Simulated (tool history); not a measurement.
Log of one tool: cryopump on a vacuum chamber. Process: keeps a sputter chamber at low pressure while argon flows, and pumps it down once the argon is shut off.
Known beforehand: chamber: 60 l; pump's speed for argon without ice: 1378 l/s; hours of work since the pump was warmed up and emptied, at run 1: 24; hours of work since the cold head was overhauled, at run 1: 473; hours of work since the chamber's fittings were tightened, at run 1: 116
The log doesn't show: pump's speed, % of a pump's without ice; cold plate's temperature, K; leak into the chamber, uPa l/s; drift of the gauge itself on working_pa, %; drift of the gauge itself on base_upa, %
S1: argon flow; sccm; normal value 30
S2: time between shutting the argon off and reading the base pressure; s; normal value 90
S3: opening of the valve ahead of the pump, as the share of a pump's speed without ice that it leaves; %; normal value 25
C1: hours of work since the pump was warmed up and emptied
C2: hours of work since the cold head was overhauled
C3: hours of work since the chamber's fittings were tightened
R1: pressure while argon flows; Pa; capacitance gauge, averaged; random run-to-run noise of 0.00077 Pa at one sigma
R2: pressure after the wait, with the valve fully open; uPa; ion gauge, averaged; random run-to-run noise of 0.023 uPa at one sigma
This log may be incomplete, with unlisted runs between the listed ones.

| run | hour | S1 | S2 | S3 | C1 | C2 | C3 | R1 | R2 |
|---|---|---|---|---|---|---|---|---|---|
| 1 | 0 | 30 | 90 | 25 | 24 | 473 | 116 | 0.1485 | 0.87 |
| 2 | 12.4 | 30 | 90 | 15 | 35 | 484 | 127 | 0.2465 | 0.85 |
| 3 | 26 | 30 | 90 | 15 | 47 | 496 | 139 | 0.2453 | 0.88 |
| 4 | 42.3 | 30 | 90 | 15 | 61 | 510 | 153 | 0.2467 | 0.87 |
| 5 | 61 | 32 | 90 | 25 | 77 | 526 | 169 | 0.159 | 0.88 |
| 6 | 84.1 | 32 | 30 | 25 | 97 | 546 | 189 | 0.1583 | 2.13 |
| 7 | 98.8 | 32 | 30 | 35 | 110 | 559 | 202 | 0.1141 | 2.05 |
| 8 | 118.1 | 32 | 30 | 35 | 127 | 576 | 219 | 0.1157 | 2.08 |
| 9 | 136.2 | 30 | 90 | 27 | 143 | 592 | 235 | 0.1405 | 0.94 |
| 10 | 157.6 | 16 | 90 | 27 | 162 | 611 | 254 | 0.0741 | 0.95 |
| 11 | 187.8 | 47 | 90 | 27 | 188 | 637 | 280 | 0.2215 | 0.93 |
| 12 | 205.6 | 47 | 43 | 27 | 204 | 652 | 296 | 0.223 | 1.57 |
| 13 | 218.4 | 16 | 43 | 46 | 215 | 664 | 307 | 0.045 | 1.55 |
| 14 | 246.4 | 16 | 43 | 46 | 239 | 688 | 331 | 0.0459 | 1.58 |
| 15 | 271.2 | 41 | 266 | 22 | 261 | 710 | 353 | 0.235 | 0.63 |
| 16 | 300 | 19 | 36 | 22 | 286 | 735 | 378 | 0.1097 | 1.86 |
| 17 | 314.1 | 19 | 36 | 22 | 298 | 747 | 390 | 0.1114 | 1.88 |

What will run 18 give?
| 18 | 340.8 | 17 | 94 | 18 | 322 | 771 | 414 | ? | ? |

{"run 18": {"R1": 0.1205, "R2": 1.02}}
Take away the tool's hidden state, keep the run-to-run variation as it was, and the same run would have given R1 0.1158 Pa, R2 0.8 uPa.
